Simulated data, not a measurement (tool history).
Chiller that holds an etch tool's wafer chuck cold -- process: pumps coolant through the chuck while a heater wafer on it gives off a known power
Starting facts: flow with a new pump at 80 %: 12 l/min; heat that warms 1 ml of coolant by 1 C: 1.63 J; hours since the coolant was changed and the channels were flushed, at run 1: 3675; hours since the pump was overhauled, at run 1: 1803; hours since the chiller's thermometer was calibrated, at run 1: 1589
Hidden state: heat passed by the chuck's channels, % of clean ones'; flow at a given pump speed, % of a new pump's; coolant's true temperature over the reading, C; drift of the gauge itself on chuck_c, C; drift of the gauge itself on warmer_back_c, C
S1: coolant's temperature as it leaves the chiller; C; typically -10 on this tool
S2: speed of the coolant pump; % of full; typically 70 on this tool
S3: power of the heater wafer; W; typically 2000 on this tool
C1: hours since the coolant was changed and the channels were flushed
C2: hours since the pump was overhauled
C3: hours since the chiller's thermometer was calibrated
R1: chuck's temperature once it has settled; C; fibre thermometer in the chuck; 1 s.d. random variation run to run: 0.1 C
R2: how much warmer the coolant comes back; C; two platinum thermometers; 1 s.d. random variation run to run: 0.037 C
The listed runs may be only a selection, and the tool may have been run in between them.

run    day   S1  S2    S3    C1    C2    C3   R1    R2
  1  0.000  -10  70  2000  3675  1803  1589  4.2  7.00
  2  1.192  -10  70  2000  3703  1831  1617  4.3  6.98
  3  2.767  -10  70  2000  3741  1869  1655  4.2  6.91
  4  4.012  -10  70  2000  3771  1899  1685  4.4  6.90
  5  5.650  -10  70  2000  3810  1938  1724  4.3  6.95
  6  7.525  -10  70  2000  3856  1983  1769  4.5  6.82

For run 7, what comes out?
  7  9.288  -20  71  2000  3898  2026  1812   ?   ?

{"run 7": {"R1": -5.8, "R2": 6.67}}
The same run, on a tool lacking any hidden state, would have yielded R1 -5.8 C, R2 6.80 C.

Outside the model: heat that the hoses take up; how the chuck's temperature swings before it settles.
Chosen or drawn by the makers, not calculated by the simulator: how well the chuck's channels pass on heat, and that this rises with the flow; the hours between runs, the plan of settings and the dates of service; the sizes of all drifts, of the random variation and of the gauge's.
